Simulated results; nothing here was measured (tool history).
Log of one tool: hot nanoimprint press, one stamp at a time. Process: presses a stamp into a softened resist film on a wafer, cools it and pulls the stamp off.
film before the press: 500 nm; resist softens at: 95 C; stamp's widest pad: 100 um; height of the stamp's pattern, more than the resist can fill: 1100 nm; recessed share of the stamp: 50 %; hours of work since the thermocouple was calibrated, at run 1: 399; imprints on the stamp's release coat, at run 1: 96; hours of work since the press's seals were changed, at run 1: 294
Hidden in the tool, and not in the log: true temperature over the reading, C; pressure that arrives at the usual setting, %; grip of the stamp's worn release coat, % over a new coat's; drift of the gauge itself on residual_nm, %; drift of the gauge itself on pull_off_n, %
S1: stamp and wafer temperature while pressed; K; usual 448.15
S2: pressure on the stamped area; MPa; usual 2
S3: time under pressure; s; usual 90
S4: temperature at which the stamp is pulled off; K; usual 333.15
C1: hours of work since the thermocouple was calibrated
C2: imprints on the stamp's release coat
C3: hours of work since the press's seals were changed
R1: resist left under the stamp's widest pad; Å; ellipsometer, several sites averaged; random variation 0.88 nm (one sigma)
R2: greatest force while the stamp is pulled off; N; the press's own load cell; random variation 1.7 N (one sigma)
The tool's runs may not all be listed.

{"run": 1, "day": 0.0, "S1": 448.15, "S2": 2, "S3": 90, "S4": 333.15, "C1": 399, "C2": 96, "C3": 294, "R1": 2361, "R2": 101}
{"run": 2, "day": 1.554, "S1": 448.15, "S2": 2, "S3": 90, "S4": 333.15, "C1": 429, "C2": 288, "C3": 324, "R1": 2371, "R2": 103}
{"run": 3, "day": 2.996, "S1": 448.15, "S2": 2, "S3": 90, "S4": 333.15, "C1": 456, "C2": 466, "C3": 351, "R1": 2349, "R2": 107}
{"run": 4, "day": 4.592, "S1": 448.15, "S2": 2, "S3": 90, "S4": 333.15, "C1": 486, "C2": 664, "C3": 381, "R1": 2360, "R2": 111}
{"run": 5, "day": 6.575, "S1": 448.15, "S2": 2, "S3": 90, "S4": 333.15, "C1": 524, "C2": 909, "C3": 419, "R1": 2349, "R2": 118}
{"day": 6.929, "done": "stamp cleaned and given a new release coat"}
{"run": 6, "day": 8.008, "S1": 448.15, "S2": 2, "S3": 90, "S4": 333.15, "C1": 546, "C2": 133, "C3": 441, "R1": 2352, "R2": 101}
{"day": 8.471, "done": "plate thermocouple calibrated"}
{"run": 7, "day": 9.058, "S1": 448.15, "S2": 2, "S3": 90, "S4": 330.15, "C1": 11, "C2": 248, "C3": 459, "R1": 2453, "R2": 112}
{"run": 8, "day": 10.312, "S1": 448.15, "S2": 2, "S3": 121, "S4": 333.15, "C1": 35, "C2": 403, "C3": 482, "R1": 2215, "R2": 106}
{"run": 9, "day": 11.921, "S1": 448.15, "S2": 2, "S3": 121, "S4": 333.15, "C1": 65, "C2": 602, "C3": 513, "R1": 2211, "R2": 112}
{"run": 10, "day": 12.833, "S1": 448.15, "S2": 2, "S3": 121, "S4": 333.15, "C1": 82, "C2": 715, "C3": 530, "R1": 2202, "R2": 117}
{"day": 14.721, "done": "stamp cleaned and given a new release coat"}
{"run": 11, "day": 14.721, "S1": 447.15, "S2": 2, "S3": 90, "S4": 333.15, "C1": 113, "C2": 0, "C3": 561, "R1": 2505, "R2": 98}
{"run": 12, "day": 15.85, "S1": 447.15, "S2": 2, "S3": 90, "S4": 333.15, "C1": 135, "C2": 140, "C3": 582, "R1": 2496, "R2": 104}
{"run": 13, "day": 16.871, "S1": 447.15, "S2": 1.31, "S3": 90, "S4": 333.15, "C1": 154, "C2": 266, "C3": 601, "R1": 2980, "R2": 106}
{"run": 14, "day": 18.0, "S1": 447.15, "S2": 1.31, "S3": 90, "S4": 333.15, "C1": 175, "C2": 406, "C3": 623, "R1": 2979, "R2": 109}
{"run": 15, "day": 19.925, "S1": 440.15, "S2": 1.31, "S3": 90, "S4": 327.15, "C1": 212, "C2": 644, "C3": 659, "R1": 3423, "R2": 120}
{"run": 16, "day": 21.567, "S1": 448.15, "S2": 2, "S3": 90, "S4": 325.15, "C1": 243, "C2": 847, "C3": 690, "R1": 2428, "R2": 128}
{"day": 22.504, "done": "stamp cleaned and given a new release coat"}
{"run": 17, "day": 23.338, "S1": 448.15, "S2": 2, "S3": 90, "S4": 325.15, "C1": 272, "C2": 103, "C3": 719, "R1": 2424, "R2": 111}
{"run": 18, "day": 25.05, "S1": 458.15, "S2": 3.03, "S3": 90, "S4": 325.15, "C1": 304, "C2": 315, "C3": 751, "R1": 1555, "R2": 116}
{"run": 19, "day": 26.604, "S1": 448.15, "S2": 2, "S3": 90, "S4": 333.15, "C1": 333, "C2": 507, "C3": 781, "R1": 2425, "R2": 106}
{"run": 20, "day": 28.442, "S1": 458.15, "S2": 1.75, "S3": 90, "S4": 323.15, "C1": 368, "C2": 734, "C3": 815, "R1": 2024, "R2": 123}
{"day": 30.221, "done": "stamp cleaned and given a new release coat"}
{"run": 21, "day": 30.496, "S1": 447.15, "S2": 3.02, "S3": 168, "S4": 341.15, "C1": 402, "C2": 34, "C3": 850, "R1": 1605, "R2": 94}
{"day": 32.083, "done": "press's hydraulic seals changed and the load cell set to zero"}
{"run": 22, "day": 32.667, "S1": 447.15, "S2": 3.02, "S3": 168, "S4": 341.15, "C1": 437, "C2": 261, "C3": 11, "R1": 1553, "R2": 97}
{"run": 23, "day": 34.625, "S1": 453.15, "S2": 1.95, "S3": 62, "S4": 333.15, "C1": 474, "C2": 503, "C3": 48, "R1": 2407, "R2": 108}
{"run": 24, "day": 36.017, "S1": 448.15, "S2": 2.35, "S3": 90, "S4": 331.15, "C1": 500, "C2": 675, "C3": 74, "R1": 2181, "R2": 112}
{"run": 25, "day": 37.342, "S1": 448.15, "S2": 2.35, "S3": 90, "S4": 331.15, "C1": 525, "C2": 839, "C3": 99, "R1": 2165, "R2": 116}

3 ways to go on from here, each from the tool as it stands after run 25. What would each give?
{"day": 38.25, "done": "stamp cleaned and given a new release coat"}
{"run": "A", "day": 38.462, "S1": 457.15, "S2": 2.35, "S3": 90, "S4": 331.15, "C1": 542, "C2": 26, "C3": 116, "R1": "?", "R2": "?"}
{"day": 38.25, "done": "stamp cleaned and given a new release coat"}
{"run": "B", "day": 38.462, "S1": 448.15, "S2": 1.84, "S3": 58, "S4": 333.15, "C1": 542, "C2": 26, "C3": 116, "R1": "?", "R2": "?"}
{"day": 38.25, "done": "stamp cleaned and given a new release coat"}
{"run": "C", "day": 38.462, "S1": 448.15, "S2": 2.65, "S3": 71, "S4": 330.15, "C1": 542, "C2": 26, "C3": 116, "R1": "?", "R2": "?"}

run=A R1=1740 R2=103
run=B R1=2829 R2=101
run=C R1=2256 R2=104
Without the tool's hidden state the same runs would have given:
run=A R1=1809 R2=104
run=B R1=2931 R2=102
run=C R1=2349 R2=105

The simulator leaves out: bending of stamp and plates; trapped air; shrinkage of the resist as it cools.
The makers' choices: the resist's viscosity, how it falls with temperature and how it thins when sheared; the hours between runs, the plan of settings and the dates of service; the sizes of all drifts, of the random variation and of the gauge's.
